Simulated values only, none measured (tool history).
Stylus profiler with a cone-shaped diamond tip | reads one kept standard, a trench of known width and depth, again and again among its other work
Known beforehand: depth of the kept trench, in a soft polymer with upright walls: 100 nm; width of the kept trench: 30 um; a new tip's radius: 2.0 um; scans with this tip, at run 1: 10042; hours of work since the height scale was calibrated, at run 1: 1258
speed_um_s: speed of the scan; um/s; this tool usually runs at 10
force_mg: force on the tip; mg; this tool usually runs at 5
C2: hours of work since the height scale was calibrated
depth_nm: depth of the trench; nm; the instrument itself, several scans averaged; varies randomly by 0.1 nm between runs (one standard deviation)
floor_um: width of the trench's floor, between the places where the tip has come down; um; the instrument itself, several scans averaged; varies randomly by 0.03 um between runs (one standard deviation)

{"run": 1, "hour": 0.0, "speed_um_s": 10, "force_mg": 5, "scans with this tip": 10042, "C2": 1258, "depth_nm": 101.18, "floor_um": 28.03}
{"run": 2, "hour": 40.4, "speed_um_s": 20, "force_mg": 5, "scans with this tip": 10296, "C2": 1290, "depth_nm": 101.18, "floor_um": 28.02}
{"run": 3, "hour": 79.8, "speed_um_s": 20, "force_mg": 5, "scans with this tip": 10542, "C2": 1321, "depth_nm": 101.42, "floor_um": 28}
{"run": 4, "hour": 104.0, "speed_um_s": 20, "force_mg": 5, "scans with this tip": 10694, "C2": 1340, "depth_nm": 101.11, "floor_um": 28}
{"run": 5, "hour": 126.2, "speed_um_s": 10, "force_mg": 5, "scans with this tip": 10833, "C2": 1357, "depth_nm": 101.19, "floor_um": 28.03}
{"run": 6, "hour": 168.1, "speed_um_s": 16, "force_mg": 5, "scans with this tip": 11095, "C2": 1390, "depth_nm": 101.15, "floor_um": 27.95}
{"run": 7, "hour": 208.8, "speed_um_s": 10, "force_mg": 5, "scans with this tip": 11351, "C2": 1422, "depth_nm": 101.03, "floor_um": 28}
{"run": 8, "hour": 242.6, "speed_um_s": 10, "force_mg": 4.73, "scans with this tip": 11562, "C2": 1448, "depth_nm": 101.04, "floor_um": 27.94}
{"run": 9, "hour": 284.0, "speed_um_s": 10, "force_mg": 7.23, "scans with this tip": 11822, "C2": 1481, "depth_nm": 101.7, "floor_um": 27.96}
{"run": 10, "hour": 310.4, "speed_um_s": 10, "force_mg": 5, "scans with this tip": 11987, "C2": 1502, "depth_nm": 101.15, "floor_um": 27.95}
{"run": 11, "hour": 346.9, "speed_um_s": 10, "force_mg": 5, "scans with this tip": 12215, "C2": 1530, "depth_nm": 101.27, "floor_um": 27.93}
{"run": 12, "hour": 377.4, "speed_um_s": 10, "force_mg": 5, "scans with this tip": 12407, "C2": 1554, "depth_nm": 100.88, "floor_um": 27.94}
{"hour": 379.8, "done": "height scale calibrated on a step standard"}
{"run": 13, "hour": 412.4, "speed_um_s": 10, "force_mg": 5, "scans with this tip": 12623, "C2": 26, "depth_nm": 100.89, "floor_um": 27.93}
{"run": 14, "hour": 448.7, "speed_um_s": 10, "force_mg": 5, "scans with this tip": 12850, "C2": 54, "depth_nm": 100.89, "floor_um": 27.88}
{"run": 15, "hour": 491.0, "speed_um_s": 10, "force_mg": 6.22, "scans with this tip": 13115, "C2": 87, "depth_nm": 101.08, "floor_um": 27.91}
{"run": 16, "hour": 532.3, "speed_um_s": 10, "force_mg": 6.22, "scans with this tip": 13374, "C2": 120, "depth_nm": 101.08, "floor_um": 27.88}
{"run": 17, "hour": 552.1, "speed_um_s": 10, "force_mg": 5, "scans with this tip": 13498, "C2": 135, "depth_nm": 100.8, "floor_um": 27.86}
{"hour": 558.0, "done": "height scale calibrated on a step standard, once more"}
{"run": 18, "hour": 576.2, "speed_um_s": 10, "force_mg": 5, "scans with this tip": 13646, "C2": 14, "depth_nm": 101.7, "floor_um": 27.86}
{"run": 19, "hour": 605.6, "speed_um_s": 10, "force_mg": 5, "scans with this tip": 13830, "C2": 37, "depth_nm": 101.77, "floor_um": 27.86}
{"run": 20, "hour": 633.2, "speed_um_s": 19, "force_mg": 3.8, "scans with this tip": 14003, "C2": 59, "depth_nm": 101.42, "floor_um": 27.84}
{"run": 21, "hour": 651.9, "speed_um_s": 19, "force_mg": 3.8, "scans with this tip": 14120, "C2": 74, "depth_nm": 101.52, "floor_um": 27.83}
{"run": 22, "hour": 679.1, "speed_um_s": 10, "force_mg": 8.79, "scans with this tip": 14290, "C2": 95, "depth_nm": 102.89, "floor_um": 27.87}
{"run": 23, "hour": 713.5, "speed_um_s": 5, "force_mg": 3.53, "scans with this tip": 14506, "C2": 122, "depth_nm": 101.44, "floor_um": 27.81}
{"run": 24, "hour": 757.0, "speed_um_s": 19, "force_mg": 9.98, "scans with this tip": 14778, "C2": 156, "depth_nm": 102.81, "floor_um": 27.75}
{"run": 25, "hour": 794.4, "speed_um_s": 31, "force_mg": 2.92, "scans with this tip": 15013, "C2": 186, "depth_nm": 101.19, "floor_um": 27.66}
{"run": 26, "hour": 820.1, "speed_um_s": 9, "force_mg": 6.33, "scans with this tip": 15174, "C2": 206, "depth_nm": 102.19, "floor_um": 27.76}
{"hour": 826.4, "done": "new tip fitted, height scale calibrated"}
{"run": 27, "hour": 854.3, "speed_um_s": 9, "force_mg": 6.33, "scans with this tip": 174, "C2": 22, "depth_nm": 102.14, "floor_um": 28.68}
{"run": 28, "hour": 884.4, "speed_um_s": 16, "force_mg": 3.3, "scans with this tip": 363, "C2": 46, "depth_nm": 101.35, "floor_um": 28.59}
{"run": 29, "hour": 910.9, "speed_um_s": 16, "force_mg": 3.3, "scans with this tip": 529, "C2": 66, "depth_nm": 101.39, "floor_um": 28.56}
{"run": 30, "hour": 937.0, "speed_um_s": 3, "force_mg": 1.94, "scans with this tip": 692, "C2": 87, "depth_nm": 100.77, "floor_um": 28.68}
{"run": 31, "hour": 971.0, "speed_um_s": 3, "force_mg": 1.94, "scans with this tip": 905, "C2": 113, "depth_nm": 100.85, "floor_um": 28.64}
{"run": 32, "hour": 1002.6, "speed_um_s": 6, "force_mg": 4.31, "scans with this tip": 1103, "C2": 138, "depth_nm": 101.6, "floor_um": 28.57}
{"run": 33, "hour": 1022.8, "speed_um_s": 33, "force_mg": 4.31, "scans with this tip": 1230, "C2": 154, "depth_nm": 101.62, "floor_um": 28.47}
{"run": 34, "hour": 1059.7, "speed_um_s": 16, "force_mg": 1.9, "scans with this tip": 1461, "C2": 183, "depth_nm": 101.04, "floor_um": 28.52}

For each run, the measured value with the value that run would have given without the tool's hidden condition subtracted. The run-to-run variation is shared by both, the gauge scatter possibly not:
The hidden state here: radius of the tip, um; height scale over the true one, %; drift of the gauge itself on depth_nm, %; drift of the gauge itself on floor_um, %.
run=1 depth_nm=-0.62 floor_um=-0.66
run=2 depth_nm=-0.64 floor_um=-0.68
run=3 depth_nm=-0.66 floor_um=-0.7
run=4 depth_nm=-0.67 floor_um=-0.7
run=5 depth_nm=-0.68 floor_um=-0.72
run=6 depth_nm=-0.69 floor_um=-0.73
run=7 depth_nm=-0.7 floor_um=-0.74
run=8 depth_nm=-0.72 floor_um=-0.75
run=9 depth_nm=-0.74 floor_um=-0.77
run=10 depth_nm=-0.74 floor_um=-0.78
run=11 depth_nm=-0.77 floor_um=-0.79
run=12 depth_nm=-0.78 floor_um=-0.8
run=13 depth_nm=-1.02 floor_um=-0.81
run=14 depth_nm=-1.03 floor_um=-0.82
run=15 depth_nm=-1.05 floor_um=-0.83
run=16 depth_nm=-1.07 floor_um=-0.86
run=17 depth_nm=-1.06 floor_um=-0.86
run=18 depth_nm=-0.01 floor_um=-0.87
run=19 depth_nm=-0.02 floor_um=-0.88
run=20 depth_nm=-0.03 floor_um=-0.88
run=21 depth_nm=-0.04 floor_um=-0.89
run=22 depth_nm=-0.05 floor_um=-0.9
run=23 depth_nm=-0.06 floor_um=-0.91
run=24 depth_nm=-0.08 floor_um=-0.93
run=25 depth_nm=-0.09 floor_um=-0.94
run=26 depth_nm=-0.1 floor_um=-0.95
run=27 depth_nm=-0.04 floor_um=-0.03
run=28 depth_nm=-0.05 floor_um=-0.04
run=29 depth_nm=-0.06 floor_um=-0.06
run=30 depth_nm=-0.07 floor_um=-0.07
run=31 depth_nm=-0.09 floor_um=-0.09
run=32 depth_nm=-0.1 floor_um=-0.1
run=33 depth_nm=-0.11 floor_um=-0.12
run=34 depth_nm=-0.13 floor_um=-0.13

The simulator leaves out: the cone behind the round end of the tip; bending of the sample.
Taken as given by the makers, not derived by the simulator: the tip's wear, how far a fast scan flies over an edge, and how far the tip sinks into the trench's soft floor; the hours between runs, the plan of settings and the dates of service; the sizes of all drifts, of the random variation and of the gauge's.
